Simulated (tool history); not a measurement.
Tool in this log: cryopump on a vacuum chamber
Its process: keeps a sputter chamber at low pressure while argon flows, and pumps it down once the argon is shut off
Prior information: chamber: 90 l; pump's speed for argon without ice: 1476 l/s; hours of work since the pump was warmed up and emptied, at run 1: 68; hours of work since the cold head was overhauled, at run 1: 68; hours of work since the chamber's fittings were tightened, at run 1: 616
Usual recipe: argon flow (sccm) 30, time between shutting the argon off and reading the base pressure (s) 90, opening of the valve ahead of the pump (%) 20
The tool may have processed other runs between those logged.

run	hour	argon flow (sccm)	time between shutting the argon off and reading the base pressure (s)	opening of the valve ahead of the pump (%)	hours of work since the pump was warmed up and emptied	hours of work since the cold head was overhauled	hours of work since the chamber's fittings were tightened	pressure while argon flows (Pa)	pressure after the wait (uPa)
1	0.0	30	90	20	68	68	616	0.1738	1.41
2	18.4	30	90	20	82	82	630	0.1736	1.50
3	35.2	30	90	20	94	94	642	0.1733	1.51
4	44.4	30	90	20	101	101	649	0.1738	1.49
5	59.8	45	90	20	113	113	661	0.2590	1.46
6	69.6	30	90	20	120	120	668	0.1730	1.47
7	86.9	30	90	20	133	133	681	0.1750	1.52
8	100.2	30	90	20	143	143	691	0.1725	1.54
9	120.1	30	90	27	158	158	706	0.1289	1.54
10	134.0	30	90	27	168	168	716	0.1293	1.52
11	152.1	25	90	20	182	182	730	0.1443	1.55
12	163.0	25	90	20	190	190	738	0.1464	1.56
13	174.5	47	28	45	198	198	746	0.1240	2.85
14	185.6	30	187	60	207	207	755	0.0608	1.23
15	207.3	17	118	20	223	223	771	0.0990	1.50
16	226.8	28	118	22	238	238	786	0.1491	1.51
17	243.1	30	131	20	250	250	798	0.1751	1.53
18	261.7	14	49	24	264	264	812	0.0679	2.22
19	283.6	14	49	24	280	280	828	0.0684	2.20
20	304.8	14	49	24	296	296	844	0.0687	2.30
21	323.6	30	53	17	310	310	858	0.2064	2.12
22	341.9	36	63	46	324	324	872	0.0950	1.97
23	363.9	44	183	15	340	340	888	0.3431	1.46
24	373.5	44	20	31	347	347	895	0.1685	3.89

Each row is a separate what-if for the run after 24, all from the same tool condition, not one after another. Results?
A	389.4	30	30	20	359	359	907	?	?
B	389.4	30	73	20	359	359	907	?	?
C	389.4	30	55	41	359	359	907	?	?
D	389.4	44	20	30	359	359	907	?	?
E	389.4	35	20	31	359	359	907	?	?

run	pressure while argon flows (Pa)	pressure after the wait (uPa)
A	0.1788	2.96
B	0.1779	1.94
C	0.0886	2.20
D	0.1756	3.89
E	0.1353	3.85
Take away the tool's hidden state, keep each run's random variation, and the runs would have read:
run	pressure while argon flows (Pa)	pressure after the wait (uPa)
A	0.1736	1.98
B	0.1727	0.94
C	0.0835	1.20
D	0.1680	2.90
E	0.1293	2.86
